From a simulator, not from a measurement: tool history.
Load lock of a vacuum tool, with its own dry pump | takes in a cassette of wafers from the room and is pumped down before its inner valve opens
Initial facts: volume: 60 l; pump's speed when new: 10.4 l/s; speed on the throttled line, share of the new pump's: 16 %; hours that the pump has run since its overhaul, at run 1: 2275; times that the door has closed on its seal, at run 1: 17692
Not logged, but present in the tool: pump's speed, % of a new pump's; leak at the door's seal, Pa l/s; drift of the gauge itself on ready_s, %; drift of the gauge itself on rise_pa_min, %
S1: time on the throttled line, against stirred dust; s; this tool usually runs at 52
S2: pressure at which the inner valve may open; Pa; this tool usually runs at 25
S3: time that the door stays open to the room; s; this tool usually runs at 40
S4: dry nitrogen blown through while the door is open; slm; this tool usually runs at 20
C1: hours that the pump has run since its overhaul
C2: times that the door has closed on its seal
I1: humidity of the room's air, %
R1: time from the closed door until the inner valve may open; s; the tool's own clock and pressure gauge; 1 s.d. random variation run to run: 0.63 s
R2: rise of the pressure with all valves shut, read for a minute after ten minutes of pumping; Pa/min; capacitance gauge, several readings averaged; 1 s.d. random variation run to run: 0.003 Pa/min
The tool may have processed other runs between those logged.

run 1 hour=0 | S1=52 S2=25 S3=40 S4=20 | C1=2275 C2=17692 | I1=45.4 | R1=92.9 R2=0.028
run 2 hour=151.7 | S1=52 S2=25 S3=40 S4=20 | C1=2426 C2=18450 | I1=44.8 | R1=92 R2=0.031
run 3 hour=228.4 | S1=52 S2=25 S3=40 S4=20 | C1=2503 C2=18833 | I1=46.5 | R1=92.4 R2=0.031
run 4 hour=345.9 | S1=52 S2=25 S3=40 S4=20 | C1=2621 C2=19420 | I1=42.8 | R1=92.9 R2=0.03
run 5 hour=427.2 | S1=52 S2=25 S3=40 S4=20 | C1=2702 C2=19826 | I1=43.2 | R1=93 R2=0.033
run 6 hour=503 | S1=52 S2=25 S3=40 S4=20 | C1=2778 C2=20204 | I1=46.3 | R1=90.6 R2=0.039
run 7 hour=624.7 | S1=52 S2=25 S3=198 S4=20 | C1=2899 C2=20812 | I1=43 | R1=92.1 R2=0.072
run 8 hour=744.8 | S1=52 S2=25 S3=40 S4=20 | C1=3019 C2=21412 | I1=45.7 | R1=92.2 R2=0.031
run 9 hour=861.9 | S1=52 S2=25 S3=40 S4=20 | C1=3137 C2=21997 | I1=44.8 | R1=91.1 R2=0.038
run 10 hour=979.4 | S1=52 S2=25 S3=40 S4=20 | C1=3254 C2=22584 | I1=45.4 | R1=92.6 R2=0.037
run 11 hour=1052.5 | S1=52 S2=25 S3=153 S4=20 | C1=3327 C2=22949 | I1=41.5 | R1=92.1 R2=0.058
run 12 hour=1168.3 | S1=52 S2=25 S3=153 S4=20 | C1=3443 C2=23528 | I1=49.6 | R1=92.4 R2=0.077
run 13 hour=1249.3 | S1=52 S2=41 S3=40 S4=20 | C1=3524 C2=23932 | I1=44.1 | R1=87.9 R2=0.038
run 14 hour=1354.3 | S1=52 S2=41 S3=40 S4=20 | C1=3629 C2=24457 | I1=46.3 | R1=88.5 R2=0.031
run 15 hour=1441.8 | S1=52 S2=41 S3=40 S4=20 | C1=3717 C2=24894 | I1=43.1 | R1=88.8 R2=0.028
run 16 hour=1513.7 | S1=60 S2=41 S3=130 S4=20 | C1=3788 C2=25253 | I1=42.2 | R1=95.5 R2=0.06
run 17 hour=1606.1 | S1=60 S2=41 S3=37 S4=16 | C1=3881 C2=25714 | I1=41.9 | R1=95.7 R2=0.039
run 18 hour=1702.3 | S1=60 S2=41 S3=37 S4=16 | C1=3977 C2=26195 | I1=42.9 | R1=96 R2=0.039
run 19 hour=1804.7 | S1=60 S2=41 S3=37 S4=16 | C1=4079 C2=26707 | I1=42.6 | R1=94.8 R2=0.034
run 20 hour=1948.2 | S1=52 S2=50 S3=40 S4=40 | C1=4223 C2=27423 | I1=42.4 | R1=87.1 R2=0.027
run 21 hour=2095.8 | S1=52 S2=26 S3=40 S4=20 | C1=4370 C2=28160 | I1=46.9 | R1=92.3 R2=0.036
run 22 hour=2163 | S1=52 S2=26 S3=40 S4=20 | C1=4438 C2=28496 | I1=40.7 | R1=91.1 R2=0.033
run 23 hour=2236.4 | S1=81 S2=20 S3=40 S4=21 | C1=4511 C2=28863 | I1=43.6 | R1=116.8 R2=0.035
run 24 hour=2394.6 | S1=81 S2=20 S3=40 S4=21 | C1=4669 C2=29653 | I1=45.8 | R1=115.8 R2=0.03
run 25 hour=2479.4 | S1=81 S2=20 S3=40 S4=27 | C1=4754 C2=30076 | I1=43.5 | R1=116 R2=0.027
run 26 hour=2619.9 | S1=81 S2=20 S3=40 S4=27 | C1=4895 C2=30778 | I1=43.3 | R1=116.9 R2=0.029
run 27 hour=2737.7 | S1=81 S2=20 S3=40 S4=27 | C1=5012 C2=31366 | I1=47.2 | R1=117 R2=0.028

Forecast run 28:
run 28 hour=2828.5 | S1=81 S2=20 S3=40 S4=27 | C1=5103 C2=31820 | I1=42.5 | R1=? R2=?

R1: 117.1 s
R2: 0.031 Pa/min
With the hidden condition absent and the run-to-run variation left alone, this run would have shown R1 117 s, R2 0.029 Pa/min.

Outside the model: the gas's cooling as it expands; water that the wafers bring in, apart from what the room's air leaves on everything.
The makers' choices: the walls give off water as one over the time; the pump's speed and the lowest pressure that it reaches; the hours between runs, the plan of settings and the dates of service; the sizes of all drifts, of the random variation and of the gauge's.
